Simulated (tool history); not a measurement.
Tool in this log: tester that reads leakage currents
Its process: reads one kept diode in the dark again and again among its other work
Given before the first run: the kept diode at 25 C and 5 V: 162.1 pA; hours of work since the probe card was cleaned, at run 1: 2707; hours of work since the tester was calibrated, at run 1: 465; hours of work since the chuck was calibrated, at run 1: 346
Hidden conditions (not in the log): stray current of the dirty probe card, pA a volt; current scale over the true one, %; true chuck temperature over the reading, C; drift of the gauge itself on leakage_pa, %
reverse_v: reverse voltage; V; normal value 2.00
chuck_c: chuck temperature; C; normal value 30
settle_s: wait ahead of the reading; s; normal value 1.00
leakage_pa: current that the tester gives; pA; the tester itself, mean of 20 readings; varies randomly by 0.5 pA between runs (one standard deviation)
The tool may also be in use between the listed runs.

run	hour	reverse_v	chuck_c	settle_s	hours of work since the probe card was cleaned	hours of work since the tester was calibrated	hours of work since the chuck was calibrated	leakage_pa
1	0.0	2.00	30	1.00	2707	465	346	166.02
2	26.2	2.00	30	1.00	2722	479	361	166.44
3	47.3	2.00	30	5.81	2734	491	372	166.56
4	72.3	2.00	30	5.81	2747	505	386	166.09
5	114.4	2.00	30	5.81	2771	528	410	166.25
6	135.4	2.00	30	5.81	2782	540	421	165.43
7	155.0	2.00	30	5.81	2793	551	432	165.69
8	187.2	2.00	30	1.00	2811	569	450	164.79
9	226.7	2.00	30	1.00	2833	590	472	166.14
10	245.1	2.00	30	1.00	2843	601	482	164.38
# hour 260.9: probe card cleaned and baked
11	271.4	2.00	30	1.00	6	614	495	158.33
12	316.8	2.00	30	1.00	31	639	520	159.11
13	345.9	2.00	30	1.00	47	655	536	158.31
14	389.5	2.00	30	1.00	71	679	560	158.34
15	429.0	2.00	30	1.00	93	701	582	158.40
16	473.4	2.00	30	1.00	118	726	607	158.14
17	497.9	2.00	30	1.00	131	739	621	157.53
18	542.8	2.13	30	1.00	156	764	645	162.76
19	562.2	2.13	30	1.00	167	775	656	162.66
20	587.7	2.00	30	1.00	181	789	670	156.97
21	623.1	2.00	30	1.00	201	809	690	157.23
22	647.5	2.00	30	1.00	214	822	704	156.26
23	672.8	1.32	26	6.03	228	836	718	89.01
24	704.6	1.32	26	6.03	246	854	735	89.13
25	747.4	9.60	32	5.47	270	878	759	395.99
26	791.1	9.60	32	5.47	294	902	783	394.82
27	820.5	3.99	37	1.09	310	918	799	399.24
28	853.2	2.26	37	8.53	329	936	818	303.71
29	883.7	3.10	30	5.90	345	953	835	191.81
30	927.9	1.68	37	1.00	370	978	859	262.42
31	956.5	1.16	44	7.73	386	994	875	393.59
32	995.8	1.16	27	9.64	408	1015	897	90.90
33	1014.4	3.93	31	5.75	418	1026	907	233.97
34	1050.4	3.93	31	5.75	438	1046	927	234.24
35	1092.1	3.93	31	5.75	461	1069	950	234.87
36	1114.0	2.43	23	4.78	473	1081	962	90.33
37	1149.2	2.43	23	4.78	493	1100	982	89.93
38	1180.9	2.00	23	3.80	510	1118	999	82.04
39	1212.0	2.00	30	2.13	527	1135	1017	153.21
40	1238.0	2.00	30	2.13	542	1150	1031	154.12

Alternative continuations, all from the tool just after run 40; predict every row:
A	1258.6	11.88	47	4.46	553	1161	1042	?
B	1258.6	2.82	30	0.48	553	1161	1042	?
C	1258.6	11.68	40	2.13	553	1161	1042	?

run	leakage_pa
A	1510.75
B	181.64
C	846.49
With no hidden state in the tool, these same runs would have given:
run	leakage_pa
A	1611.50
B	194.29
C	902.45

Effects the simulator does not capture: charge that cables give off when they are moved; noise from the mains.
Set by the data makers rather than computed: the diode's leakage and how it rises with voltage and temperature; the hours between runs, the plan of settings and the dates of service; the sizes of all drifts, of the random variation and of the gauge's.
